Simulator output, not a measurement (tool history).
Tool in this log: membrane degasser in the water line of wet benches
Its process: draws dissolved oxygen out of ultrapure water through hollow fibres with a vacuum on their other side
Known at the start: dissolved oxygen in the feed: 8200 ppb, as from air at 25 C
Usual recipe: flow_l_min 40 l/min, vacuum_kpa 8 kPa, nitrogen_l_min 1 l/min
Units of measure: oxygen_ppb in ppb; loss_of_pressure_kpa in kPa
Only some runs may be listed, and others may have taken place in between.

run 1 hour=0 | flow_l_min=40 vacuum_kpa=8 nitrogen_l_min=1 | oxygen_ppb=387.5 loss_of_pressure_kpa=27.92
run 2 hour=127 | flow_l_min=40 vacuum_kpa=11.91 nitrogen_l_min=1 | oxygen_ppb=675.5 loss_of_pressure_kpa=28.53
run 3 hour=266.6 | flow_l_min=40 vacuum_kpa=11.91 nitrogen_l_min=1 | oxygen_ppb=671.7 loss_of_pressure_kpa=28.11
run 4 hour=483.3 | flow_l_min=40 vacuum_kpa=11.91 nitrogen_l_min=1 | oxygen_ppb=669.1 loss_of_pressure_kpa=28.2
run 5 hour=636.8 | flow_l_min=40 vacuum_kpa=11.91 nitrogen_l_min=1 | oxygen_ppb=668.6 loss_of_pressure_kpa=28.26
run 6 hour=805.7 | flow_l_min=40 vacuum_kpa=8 nitrogen_l_min=1 | oxygen_ppb=386 loss_of_pressure_kpa=28.33
run 7 hour=1007.9 | flow_l_min=40 vacuum_kpa=8 nitrogen_l_min=1 | oxygen_ppb=387 loss_of_pressure_kpa=28.47
run 8 hour=1227.6 | flow_l_min=40 vacuum_kpa=8 nitrogen_l_min=1 | oxygen_ppb=390 loss_of_pressure_kpa=28.09
-- hour=1369.4 vacuum gauge calibrated
run 9 hour=1437.8 | flow_l_min=40 vacuum_kpa=8 nitrogen_l_min=1 | oxygen_ppb=394 loss_of_pressure_kpa=28.08
run 10 hour=1630.4 | flow_l_min=25 vacuum_kpa=8 nitrogen_l_min=1 | oxygen_ppb=265.9 loss_of_pressure_kpa=17.56
run 11 hour=1724.5 | flow_l_min=32 vacuum_kpa=8 nitrogen_l_min=1 | oxygen_ppb=330.3 loss_of_pressure_kpa=22.48
run 12 hour=1907.4 | flow_l_min=32 vacuum_kpa=8 nitrogen_l_min=1 | oxygen_ppb=328.3 loss_of_pressure_kpa=22.65
run 13 hour=2072.9 | flow_l_min=32 vacuum_kpa=8 nitrogen_l_min=1 | oxygen_ppb=333 loss_of_pressure_kpa=22.41
-- hour=2167.2 vacuum gauge calibrated, once more
run 14 hour=2176.9 | flow_l_min=48 vacuum_kpa=8 nitrogen_l_min=2.2 | oxygen_ppb=232.6 loss_of_pressure_kpa=33.81
run 15 hour=2334.8 | flow_l_min=55 vacuum_kpa=12.84 nitrogen_l_min=0.81 | oxygen_ppb=1058 loss_of_pressure_kpa=39.18

Predict the results of run 16:
run 16 hour=2489.1 | flow_l_min=40 vacuum_kpa=9.47 nitrogen_l_min=1 | oxygen_ppb=? loss_of_pressure_kpa=?

oxygen_ppb: 483.9 ppb
loss_of_pressure_kpa: 28.64 kPa
Were there no unlogged condition in the tool, this run, its random variation unchanged, would have produced oxygen_ppb 483.6 ppb, loss_of_pressure_kpa 27.99 kPa.
